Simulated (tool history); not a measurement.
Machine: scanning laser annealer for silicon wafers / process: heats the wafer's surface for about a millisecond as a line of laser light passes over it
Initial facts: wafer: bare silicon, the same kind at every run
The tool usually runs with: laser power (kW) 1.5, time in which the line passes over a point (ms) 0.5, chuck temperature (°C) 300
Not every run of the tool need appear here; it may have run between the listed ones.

| run | day | laser power (kW) | time in which the line passes over a point (ms) | chuck temperature (°C) | highest temperature of the surface (°C) |
|---|---|---|---|---|---|
| 1 | 0 | 1.5 | 0.5 | 300 | 1089 |
| 2 | 0.312 | 1.5 | 0.5 | 300 | 1088 |
| 3 | 0.562 | 1.5 | 0.5 | 300 | 1087 |
| 4 | 0.917 | 1.5 | 0.362 | 300 | 963 |
| 5 | 1.221 | 1.5 | 0.362 | 300 | 964 |
| 6 | 1.521 | 1.646 | 0.5 | 300 | 1172 |
| 7 | 1.704 | 1.646 | 0.5 | 300 | 1175 |
| 8 | 2.042 | 1.646 | 0.5 | 300 | 1172 |
| 9 | 2.375 | 1.341 | 0.5 | 273 | 970 |

The next listed run, before its measurement:
| 10 | 2.546 | 1.602 | 0.5 | 307 | ? |

{"run 10": {"highest temperature of the surface (°C)": 1153}}
If the tool had no hidden condition, the same run with the same run-to-run variation would have returned highest temperature of the surface (°C) 1196.

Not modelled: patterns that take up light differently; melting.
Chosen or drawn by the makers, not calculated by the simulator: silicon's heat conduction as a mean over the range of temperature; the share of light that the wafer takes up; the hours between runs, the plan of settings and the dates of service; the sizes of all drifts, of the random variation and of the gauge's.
